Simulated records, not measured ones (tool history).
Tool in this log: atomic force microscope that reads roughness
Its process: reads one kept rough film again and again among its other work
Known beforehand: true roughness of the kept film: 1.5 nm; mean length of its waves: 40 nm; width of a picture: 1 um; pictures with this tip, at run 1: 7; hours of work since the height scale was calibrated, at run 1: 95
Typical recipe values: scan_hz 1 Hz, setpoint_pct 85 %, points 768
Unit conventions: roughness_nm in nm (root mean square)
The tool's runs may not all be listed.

run	hour	scan_hz	setpoint_pct	points	pictures with this tip	hours of work since the height scale was calibrated	roughness_nm
1	0	1	85	768	7	95	1.365
2	11.1	1	85	768	21	102	1.371
3	23.6	1	85	768	37	109	1.346
4	29.9	1	85	768	45	113	1.362
5	41.2	1	85	768	59	119	1.368
6	46.5	1	83	768	66	123	1.363
7	54.6	1	85	296	76	127	1.344
8	62.3	1	82	296	86	132	1.364
# hour 66.9: new tip fitted
9	70.2	1	82	296	4	136	1.361
10	75.9	1	85	768	12	140	1.365
11	86.6	1	85	768	25	146	1.351
12	94.1	1	85	768	35	150	1.361
13	105.1	1	85	768	48	157	1.353
14	115.8	1	85	768	62	163	1.364
15	127.6	1	85	768	77	170	1.364
16	134.1	1.71	79	649	85	174	1.35
# hour 139.6: new tip fitted
17	142.4	1.23	79	649	4	179	1.366
18	150.3	3.55	85	387	14	183	1.201
19	157.3	3.55	85	387	23	188	1.184
20	168.1	3.55	85	387	36	194	1.193
21	175	0.73	58	768	45	198	1.414
22	183.4	0.66	85	862	56	203	1.381
23	191.8	0.66	85	862	66	208	1.399
24	203.9	0.66	58	627	82	215	1.435
# hour 212.5: new tip fitted
25	215.6	2.35	63	966	4	222	1.386
26	222.3	0.66	63	594	12	226	1.442
27	232.9	1	85	861	26	232	1.352
28	241.1	0.55	84	318	36	237	1.386
29	252.8	0.64	67	393	51	244	1.415

5 ways to go on from here, each from the tool as it stands after run 29. What would each give?
A	265.7	1.34	89	456	67	252	?
B	265.7	1	85	335	67	252	?
C	265.7	0.61	87	931	67	252	?
D	265.7	1.55	85	266	67	252	?
E	265.7	3.7	75	417	67	252	?

run	roughness_nm
A	1.318
B	1.348
C	1.382
D	1.308
E	1.268
With the hidden condition removed and each run's random variation left untouched, the same runs would have given:
run	roughness_nm
A	1.321
B	1.351
C	1.385
D	1.311
E	1.27
